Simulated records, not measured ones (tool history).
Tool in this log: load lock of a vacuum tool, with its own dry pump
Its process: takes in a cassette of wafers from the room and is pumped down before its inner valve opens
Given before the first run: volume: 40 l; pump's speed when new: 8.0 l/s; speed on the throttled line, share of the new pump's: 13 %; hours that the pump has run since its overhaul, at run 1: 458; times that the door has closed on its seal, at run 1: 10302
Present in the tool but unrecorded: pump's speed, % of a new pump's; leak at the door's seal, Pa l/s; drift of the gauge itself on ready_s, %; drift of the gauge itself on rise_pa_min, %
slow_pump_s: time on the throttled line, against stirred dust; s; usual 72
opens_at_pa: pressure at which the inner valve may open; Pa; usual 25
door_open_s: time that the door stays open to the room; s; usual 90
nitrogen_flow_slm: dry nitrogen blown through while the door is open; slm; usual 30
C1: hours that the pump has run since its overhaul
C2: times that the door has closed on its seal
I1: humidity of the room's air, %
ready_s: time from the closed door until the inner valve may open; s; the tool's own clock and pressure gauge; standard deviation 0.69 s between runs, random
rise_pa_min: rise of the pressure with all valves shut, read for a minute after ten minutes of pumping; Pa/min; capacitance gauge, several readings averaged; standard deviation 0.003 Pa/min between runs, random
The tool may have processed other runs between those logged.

Run 1, hour 0: usual settings; C1 458; C2 10302; I1 45.1. Result: ready_s 104.4 s, rise_pa_min 0.045 Pa/min.
Run 2, hour 81.7: usual settings; C1 540; C2 10638; I1 46.2. Result: ready_s 105.3 s, rise_pa_min 0.049 Pa/min.
Run 3, hour 134.1: usual settings; C1 592; C2 10853; I1 43.8. Result: ready_s 103.8 s, rise_pa_min 0.044 Pa/min.
Run 4, hour 198.7: usual settings but nitrogen_flow_slm 5 slm; C1 657; C2 11118; I1 46.3. Result: ready_s 104.3 s, rise_pa_min 0.064 Pa/min.
Run 5, hour 263.8: usual settings but slow_pump_s 105 s; C1 722; C2 11386; I1 49.4. Result: ready_s 133.6 s, rise_pa_min 0.047 Pa/min.
Run 6, hour 337.2: usual settings but opens_at_pa 34 Pa; C1 796; C2 11687; I1 46. Result: ready_s 101.1 s, rise_pa_min 0.041 Pa/min.
Run 7, hour 407: usual settings but nitrogen_flow_slm 21 slm; C1 865; C2 11974; I1 42.7. Result: ready_s 105.7 s, rise_pa_min 0.055 Pa/min.
Run 8, hour 489.7: usual settings but nitrogen_flow_slm 21 slm; C1 948; C2 12314; I1 43.8. Result: ready_s 104.7 s, rise_pa_min 0.049 Pa/min.
Run 9, hour 545.3: usual settings; C1 1004; C2 12542; I1 41.9. Result: ready_s 105 s, rise_pa_min 0.046 Pa/min.
Run 10, hour 591.8: usual settings; C1 1050; C2 12733; I1 46.1. Result: ready_s 104.7 s, rise_pa_min 0.05 Pa/min.
Run 11, hour 668.6: usual settings; C1 1127; C2 13048; I1 45.4. Result: ready_s 105 s, rise_pa_min 0.046 Pa/min.
Run 12, hour 726: usual settings but opens_at_pa 43 Pa; C1 1184; C2 13284; I1 40.5. Result: ready_s 102.4 s, rise_pa_min 0.051 Pa/min.
Run 13, hour 767: usual settings but opens_at_pa 43 Pa; C1 1225; C2 13453; I1 44.2. Result: ready_s 101.5 s, rise_pa_min 0.051 Pa/min.
Run 14, hour 813.3: usual settings but slow_pump_s 97 s, opens_at_pa 20 Pa, door_open_s 205 s, nitrogen_flow_slm 5 slm; C1 1272; C2 13643; I1 48.3. Result: ready_s 128 s, rise_pa_min 0.117 Pa/min.
Run 15, hour 889.7: usual settings but slow_pump_s 37 s, opens_at_pa 20 Pa, door_open_s 93 s, nitrogen_flow_slm 5 slm; C1 1348; C2 13956; I1 44.7. Result: ready_s 74.6 s, rise_pa_min 0.065 Pa/min.
Run 16, hour 956.1: usual settings but slow_pump_s 36 s; C1 1414; C2 14229; I1 44.9. Result: ready_s 73.3 s, rise_pa_min 0.052 Pa/min.
Run 17, hour 992.7: usual settings but slow_pump_s 79 s, opens_at_pa 22 Pa, door_open_s 46 s, nitrogen_flow_slm 42 slm; C1 1451; C2 14380; I1 44.7. Result: ready_s 112 s, rise_pa_min 0.04 Pa/min.
Run 18, hour 1050.6: usual settings but slow_pump_s 114 s, opens_at_pa 30 Pa; C1 1509; C2 14617; I1 42.3. Result: ready_s 138.5 s, rise_pa_min 0.053 Pa/min.
Run 19, hour 1102.5: usual settings but slow_pump_s 114 s, opens_at_pa 30 Pa; C1 1561; C2 14831; I1 42.5. Result: ready_s 139.2 s, rise_pa_min 0.054 Pa/min.
Run 20, hour 1174.8: usual settings but slow_pump_s 114 s, opens_at_pa 30 Pa; C1 1633; C2 15127; I1 44.5. Result: ready_s 140.5 s, rise_pa_min 0.057 Pa/min.
Run 21, hour 1234.1: usual settings but slow_pump_s 109 s, door_open_s 131 s, nitrogen_flow_slm 20 slm; C1 1692; C2 15371; I1 46.1. Result: ready_s 138 s, rise_pa_min 0.071 Pa/min.
Run 22, hour 1317.5: usual settings but slow_pump_s 109 s, opens_at_pa 41 Pa, door_open_s 122 s, nitrogen_flow_slm 11 slm; C1 1776; C2 15714; I1 45. Result: ready_s 134.5 s, rise_pa_min 0.084 Pa/min.
Run 23, hour 1361.4: usual settings but slow_pump_s 109 s, opens_at_pa 19 Pa, door_open_s 122 s, nitrogen_flow_slm 16 slm; C1 1820; C2 15894; I1 43.4. Result: ready_s 138.8 s, rise_pa_min 0.076 Pa/min.
Run 24, hour 1432.7: usual settings but slow_pump_s 109 s, opens_at_pa 21 Pa, door_open_s 51 s, nitrogen_flow_slm 9 slm; C1 1891; C2 16187; I1 43.6. Result: ready_s 136.2 s, rise_pa_min 0.064 Pa/min.
Run 25, hour 1505.2: usual settings but slow_pump_s 69 s, opens_at_pa 41 Pa, door_open_s 77 s, nitrogen_flow_slm 7 slm; C1 1963; C2 16485; I1 42.8. Result: ready_s 100.4 s, rise_pa_min 0.071 Pa/min.

Selected run-to-run steps in rise_pa_min, each split into two signed amounts: the part the tool would show with no hidden state at all (from settings, incoming material and random variation), and the remainder, which goes to the hidden state together with any gauge scatter not common to the measured and the hidden-state-free results:
Run 5 -> 6: slow_pump_s 105 -> 72, opens_at_pa 25 -> 34. rise_pa_min -0.006 Pa/min: hidden state +0.002, all else -0.008.
Run 13 -> 14: slow_pump_s 72 -> 97, opens_at_pa 43 -> 20, door_open_s 90 -> 205, nitrogen_flow_slm 30 -> 5. rise_pa_min +0.066 Pa/min: hidden state +0, all else +0.066.
Run 14 -> 15: slow_pump_s 97 -> 37, door_open_s 205 -> 93. rise_pa_min -0.052 Pa/min: hidden state +0.001, all else -0.053.
Run 23 -> 24: opens_at_pa 19 -> 21, door_open_s 122 -> 51, nitrogen_flow_slm 16 -> 9. rise_pa_min -0.012 Pa/min: hidden state +0.002, all else -0.014.
